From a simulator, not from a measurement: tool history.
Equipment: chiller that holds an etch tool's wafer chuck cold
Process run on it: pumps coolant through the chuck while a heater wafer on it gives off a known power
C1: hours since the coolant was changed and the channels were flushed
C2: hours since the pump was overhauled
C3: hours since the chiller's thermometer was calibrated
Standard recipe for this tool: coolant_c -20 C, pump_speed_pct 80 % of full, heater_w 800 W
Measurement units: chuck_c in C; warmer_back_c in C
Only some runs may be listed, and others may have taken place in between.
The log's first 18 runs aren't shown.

Run 19, hour 444.1: usual settings but pump_speed_pct 68 % of full, heater_w 1018 W; C1 2529; C2 1301; C3 1018. Result: chuck_c -10.94 C, warmer_back_c 3.27 C.
Run 20, hour 467.2: usual settings but heater_w 645 W; C1 2552; C2 1324; C3 1041. Result: chuck_c -14.88 C, warmer_back_c 1.74 C.
Run 21, hour 501.8: usual settings but coolant_c -12 C, pump_speed_pct 69 % of full, heater_w 489 W; C1 2586; C2 1359; C3 1076. Result: chuck_c -7.64 C, warmer_back_c 1.55 C.
Run 22, hour 526.6: usual settings but coolant_c -12 C, pump_speed_pct 92 % of full, heater_w 1120 W; C1 2611; C2 1384; C3 1101. Result: chuck_c -3.83 C, warmer_back_c 2.58 C.
Run 23, hour 555.4: usual settings but coolant_c -25 C, pump_speed_pct 72 % of full, heater_w 1017 W; C1 2640; C2 1412; C3 1130. Result: chuck_c -16.26 C, warmer_back_c 3.05 C.
Run 24, hour 585.7: usual settings but coolant_c -11 C; C1 2670; C2 1443; C3 1160. Result: chuck_c -4.61 C, warmer_back_c 2.15 C.
Run 25, hour 616.7: usual settings but coolant_c -14 C, pump_speed_pct 89 % of full; C1 2701; C2 1474; C3 1191. Result: chuck_c -8.1 C, warmer_back_c 1.91 C.
Run 26, hour 645.2: usual settings but coolant_c -14 C, pump_speed_pct 89 % of full; C1 2730; C2 1502; C3 1219. Result: chuck_c -8.02 C, warmer_back_c 1.92 C.
Run 27, hour 664.6: usual settings but coolant_c -14 C, pump_speed_pct 89 % of full; C1 2749; C2 1522; C3 1239. Result: chuck_c -8.11 C, warmer_back_c 1.91 C.
Run 28, hour 687.5: usual settings but coolant_c -22 C, pump_speed_pct 71 % of full, heater_w 879 W; C1 2772; C2 1544; C3 1262. Result: chuck_c -14.37 C, warmer_back_c 2.69 C.
Run 29, hour 713.1: usual settings but coolant_c -22 C, pump_speed_pct 71 % of full, heater_w 879 W; C1 2798; C2 1570; C3 1287. Result: chuck_c -14.31 C, warmer_back_c 2.72 C.
Run 30, hour 743: usual settings but heater_w 487 W; C1 2828; C2 1600; C3 1317. Result: chuck_c -16.21 C, warmer_back_c 1.31 C.
Run 31, hour 766.5: usual settings but coolant_c -26 C, pump_speed_pct 64 % of full, heater_w 487 W; C1 2851; C2 1623; C3 1341. Result: chuck_c -21.53 C, warmer_back_c 1.69 C.

Predict each of these 3 candidate next runs independently; none follows another, all start after run 31:
Run A, hour 788.5: usual settings but coolant_c -26 C, pump_speed_pct 63 % of full, heater_w 843 W; C1 2873; C2 1645; C3 1363. Result: chuck_c ?, warmer_back_c ?.
Run B, hour 788.5: usual settings but heater_w 882 W; C1 2873; C2 1645; C3 1363. Result: chuck_c ?, warmer_back_c ?.
Run C, hour 788.5: usual settings but coolant_c -25 C, pump_speed_pct 87 % of full, heater_w 489 W; C1 2873; C2 1645; C3 1363. Result: chuck_c ?, warmer_back_c ?.

run  chuck_c  warmer_back_c
  A   -17.95           2.96
  B    -12.9           2.39
  C   -21.47           1.21
Stripped of hidden state, with their random variation kept, the same runs would have yielded:
run  chuck_c  warmer_back_c
  A   -18.71            2.9
  B   -13.57           2.34
  C   -21.71           1.19
